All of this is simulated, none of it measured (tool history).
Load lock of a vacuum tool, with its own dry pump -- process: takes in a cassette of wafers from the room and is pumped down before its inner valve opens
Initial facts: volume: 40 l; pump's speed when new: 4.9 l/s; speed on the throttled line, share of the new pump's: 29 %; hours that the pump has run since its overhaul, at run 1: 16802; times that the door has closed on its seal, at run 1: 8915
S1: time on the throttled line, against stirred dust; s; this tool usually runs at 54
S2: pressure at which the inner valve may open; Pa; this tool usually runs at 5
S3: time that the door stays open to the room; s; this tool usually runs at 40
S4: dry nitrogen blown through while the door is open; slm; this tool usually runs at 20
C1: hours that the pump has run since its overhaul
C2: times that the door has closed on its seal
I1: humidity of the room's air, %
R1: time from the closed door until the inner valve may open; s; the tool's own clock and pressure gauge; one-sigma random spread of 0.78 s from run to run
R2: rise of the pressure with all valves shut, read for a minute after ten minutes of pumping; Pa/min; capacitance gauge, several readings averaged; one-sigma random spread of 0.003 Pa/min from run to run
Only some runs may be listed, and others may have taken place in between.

run 1 hour=0 | S1=54 S2=5 S3=40 S4=20 | C1=16802 C2=8915 | I1=43 | R1=135.2 R2=0.059
run 2 hour=251.2 | S1=54 S2=5 S3=40 S4=20 | C1=17054 C2=9730 | I1=41.8 | R1=135.1 R2=0.06
-- hour=303.3 dry pump taken out, an overhauled one fitted
run 3 hour=430 | S1=54 S2=5 S3=40 S4=20 | C1=127 C2=10291 | I1=46.9 | R1=121.8 R2=0.071
run 4 hour=572.3 | S1=54 S2=5 S3=40 S4=20 | C1=269 C2=10753 | I1=44.6 | R1=121.1 R2=0.07
run 5 hour=764.6 | S1=54 S2=5 S3=40 S4=12 | C1=461 C2=11376 | I1=44.7 | R1=120.1 R2=0.082
run 6 hour=967.9 | S1=54 S2=5 S3=40 S4=20 | C1=665 C2=12036 | I1=45 | R1=121.2 R2=0.073
run 7 hour=1079.2 | S1=54 S2=5 S3=40 S4=20 | C1=776 C2=12397 | I1=40.7 | R1=121.4 R2=0.071
run 8 hour=1300.9 | S1=54 S2=5 S3=40 S4=20 | C1=998 C2=13116 | I1=42.5 | R1=121.1 R2=0.078
run 9 hour=1457.7 | S1=54 S2=5 S3=40 S4=20 | C1=1154 C2=13625 | I1=43.1 | R1=121.4 R2=0.079
run 10 hour=1632.1 | S1=54 S2=5 S3=40 S4=20 | C1=1329 C2=14190 | I1=42.7 | R1=120.7 R2=0.083
run 11 hour=1858.2 | S1=54 S2=5 S3=40 S4=20 | C1=1555 C2=14924 | I1=47.7 | R1=123.5 R2=0.084
run 12 hour=2022.3 | S1=54 S2=5 S3=40 S4=20 | C1=1719 C2=15457 | I1=39.7 | R1=122.2 R2=0.088
run 13 hour=2168.9 | S1=54 S2=5 S3=40 S4=20 | C1=1866 C2=15932 | I1=44.3 | R1=122.9 R2=0.102
run 14 hour=2336.8 | S1=54 S2=6 S3=40 S4=20 | C1=2034 C2=16477 | I1=41.2 | R1=120.1 R2=0.098
run 15 hour=2497.3 | S1=54 S2=6 S3=40 S4=20 | C1=2194 C2=16998 | I1=47.9 | R1=120.3 R2=0.101
run 16 hour=2722.8 | S1=54 S2=5 S3=93 S4=5 | C1=2420 C2=17729 | I1=45.3 | R1=122.7 R2=0.155
run 17 hour=2901.4 | S1=54 S2=4 S3=93 S4=6 | C1=2598 C2=18308 | I1=47 | R1=124.3 R2=0.156
run 18 hour=3131.8 | S1=54 S2=4 S3=27 S4=6 | C1=2829 C2=19056 | I1=45.6 | R1=123.6 R2=0.124
run 19 hour=3364.4 | S1=54 S2=4 S3=27 S4=6 | C1=3061 C2=19810 | I1=45 | R1=125 R2=0.123
run 20 hour=3567.1 | S1=58 S2=5 S3=40 S4=20 | C1=3264 C2=20468 | I1=48.3 | R1=124.7 R2=0.117
run 21 hour=3790.1 | S1=72 S2=8 S3=40 S4=20 | C1=3487 C2=21191 | I1=41.6 | R1=130 R2=0.123
run 22 hour=4043.8 | S1=36 S2=5 S3=25 S4=10 | C1=3740 C2=22014 | I1=43.8 | R1=110.3 R2=0.131
run 23 hour=4166.2 | S1=58 S2=5 S3=25 S4=25 | C1=3863 C2=22411 | I1=43.8 | R1=126.1 R2=0.119
run 24 hour=4403.7 | S1=58 S2=5 S3=25 S4=25 | C1=4100 C2=23182 | I1=47.4 | R1=125.9 R2=0.129
run 25 hour=4558.7 | S1=58 S2=5 S3=25 S4=25 | C1=4255 C2=23685 | I1=45.7 | R1=125.5 R2=0.127
run 26 hour=4787.5 | S1=58 S2=5 S3=25 S4=25 | C1=4484 C2=24427 | I1=43.9 | R1=126.4 R2=0.132
run 27 hour=4943.4 | S1=58 S2=5 S3=25 S4=25 | C1=4640 C2=24932 | I1=43.8 | R1=127.6 R2=0.138

Forecast each of these 5 alternatives for the next run:
run A hour=5067.3 | S1=34 S2=8 S3=40 S4=20 | C1=4764 C2=25334 | I1=42.6 | R1=? R2=?
run B hour=5067.3 | S1=54 S2=5 S3=40 S4=7 | C1=4764 C2=25334 | I1=45.3 | R1=? R2=?
run C hour=5067.3 | S1=54 S2=7 S3=46 S4=20 | C1=4764 C2=25334 | I1=45.1 | R1=? R2=?
run D hour=5067.3 | S1=29 S2=5 S3=102 S4=25 | C1=4764 C2=25334 | I1=44.6 | R1=? R2=?
run E hour=5067.3 | S1=79 S2=5 S3=25 S4=25 | C1=4764 C2=25334 | I1=45.4 | R1=? R2=?

run=A R1=105.7 R2=0.15
run=B R1=124.2 R2=0.173
run=C R1=121.6 R2=0.156
run=D R1=106.5 R2=0.167
run=E R1=143.5 R2=0.144
Had the tool no hidden state, the same runs would have come out as:
run=A R1=101.2 R2=0.029
run=B R1=119.8 R2=0.051
run=C R1=117.5 R2=0.037
run=D R1=101.9 R2=0.048
run=E R1=139.5 R2=0.022
